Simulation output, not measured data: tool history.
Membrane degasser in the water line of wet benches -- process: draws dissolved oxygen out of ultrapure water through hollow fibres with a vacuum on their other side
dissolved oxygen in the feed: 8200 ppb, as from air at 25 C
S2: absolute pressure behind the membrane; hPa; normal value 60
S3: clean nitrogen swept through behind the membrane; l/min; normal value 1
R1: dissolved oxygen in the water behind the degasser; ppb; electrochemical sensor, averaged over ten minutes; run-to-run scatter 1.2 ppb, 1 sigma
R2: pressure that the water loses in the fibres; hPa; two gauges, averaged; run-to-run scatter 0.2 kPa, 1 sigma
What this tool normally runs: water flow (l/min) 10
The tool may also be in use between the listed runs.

run 1 day=0 | water_flow_(l/min)=10 S2=60 S3=1 | R1=116.3 R2=444.7
run 2 day=7.3 | water_flow_(l/min)=10 S2=60 S3=1 | R1=115.4 R2=441.8
run 3 day=18.862 | water_flow_(l/min)=10 S2=60 S3=1 | R1=115.7 R2=444
-- day=24.396 vacuum gauge calibrated
run 4 day=30.867 | water_flow_(l/min)=15 S2=60 S3=1 | R1=320.7 R2=654.4
run 5 day=41.475 | water_flow_(l/min)=15 S2=60 S3=1.29 | R1=299.2 R2=666.8
run 6 day=54.017 | water_flow_(l/min)=15 S2=60 S3=1.29 | R1=297.5 R2=658.7
run 7 day=60.988 | water_flow_(l/min)=12 S2=60 S3=1 | R1=179.4 R2=526.2
run 8 day=71.183 | water_flow_(l/min)=12 S2=60 S3=1 | R1=182.3 R2=523.3
run 9 day=78.262 | water_flow_(l/min)=12 S2=60 S3=1 | R1=180.9 R2=522.5
run 10 day=89.458 | water_flow_(l/min)=12 S2=60 S3=1 | R1=185.7 R2=521.1
run 11 day=100.542 | water_flow_(l/min)=10 S2=60 S3=1 | R1=115.4 R2=435.1
run 12 day=107.671 | water_flow_(l/min)=10 S2=60 S3=1 | R1=114.5 R2=431
run 13 day=114.858 | water_flow_(l/min)=10 S2=60 S3=1 | R1=116.9 R2=434.3
-- day=117.488 gauge calibrated
run 14 day=120.538 | water_flow_(l/min)=10 S2=60 S3=1 | R1=115.4 R2=443.1
run 15 day=132.65 | water_flow_(l/min)=10 S2=60 S3=1 | R1=116.1 R2=444.7
run 16 day=139.254 | water_flow_(l/min)=10 S2=60 S3=1 | R1=116.1 R2=446.3
run 17 day=150.379 | water_flow_(l/min)=7 S2=140.8 S3=0.47 | R1=370.4 R2=311.8
run 18 day=156.158 | water_flow_(l/min)=10 S2=73.6 S3=1 | R1=147.7 R2=441.7
run 19 day=166.167 | water_flow_(l/min)=10 S2=73.6 S3=1 | R1=147.6 R2=441.3
run 20 day=174.017 | water_flow_(l/min)=10 S2=73.6 S3=1 | R1=148.4 R2=440.8
-- day=176.117 seals of the vacuum lines changed
run 21 day=184.4 | water_flow_(l/min)=10 S2=114.1 S3=0.7 | R1=306.7 R2=437.7
run 22 day=191.121 | water_flow_(l/min)=10 S2=83.2 S3=1.09 | R1=162.3 R2=437.3
run 23 day=205.004 | water_flow_(l/min)=10 S2=55.4 S3=1 | R1=104.8 R2=434.3
-- day=210.2 membrane cartridge changed
run 24 day=214.179 | water_flow_(l/min)=16 S2=60.1 S3=2.88 | R1=313.2 R2=696.5
run 25 day=225.325 | water_flow_(l/min)=10 S2=79.7 S3=1 | R1=163.5 R2=438.2
run 26 day=238.85 | water_flow_(l/min)=13 S2=60 S3=1.33 | R1=205.5 R2=558.1
-- day=245.454 gauge calibrated
run 27 day=245.454 | water_flow_(l/min)=13 S2=132.8 S3=1.33 | R1=359.3 R2=578.3
run 28 day=251.383 | water_flow_(l/min)=13 S2=82.3 S3=0.94 | R1=295 R2=576.2
run 29 day=261.329 | water_flow_(l/min)=13 S2=82.3 S3=0.94 | R1=294.6 R2=576.6
run 30 day=271.904 | water_flow_(l/min)=13 S2=82.3 S3=1.79 | R1=223.6 R2=572.6
run 31 day=284.808 | water_flow_(l/min)=13 S2=82.3 S3=1.79 | R1=224.5 R2=568.9

Below, some changes in R2 between adjacent runs. For each, the amount present without the hidden state too (settings, incoming material, random variation) and the amount remaining for the hidden state with gauge scatter not shared by both compared results:
Unlogged tool condition in this case: membrane still open, %; true pressure behind the membrane over the reading, kPa; air that leaks in behind the membrane, l/min; drift of the gauge itself on oxygen_ppb, %; drift of the gauge itself on loss_of_pressure_kpa, %.
Run 3 -> 4: water flow (l/min) 10 -> 15, vacuum gauge calibrated. R2 +210.4 hPa: hidden state -2.8, all else +213.2.
Run 13 -> 14: gauge calibrated. R2 +8.8 hPa: hidden state +11.8, all else -3.
Run 23 -> 24: water flow (l/min) 10 -> 16, S2 55.4 -> 60.1, S3 1 -> 2.88, membrane cartridge changed. R2 +262.2 hPa: hidden state -7.6, all else +269.8.
Run 24 -> 25: water flow (l/min) 16 -> 10, S2 60.1 -> 79.7, S3 2.88 -> 1. R2 -258.3 hPa: hidden state +4.9, all else -263.2.
Run 26 -> 27: S2 60 -> 132.8, gauge calibrated. R2 +20.2 hPa: hidden state +16.6, all else +3.6.
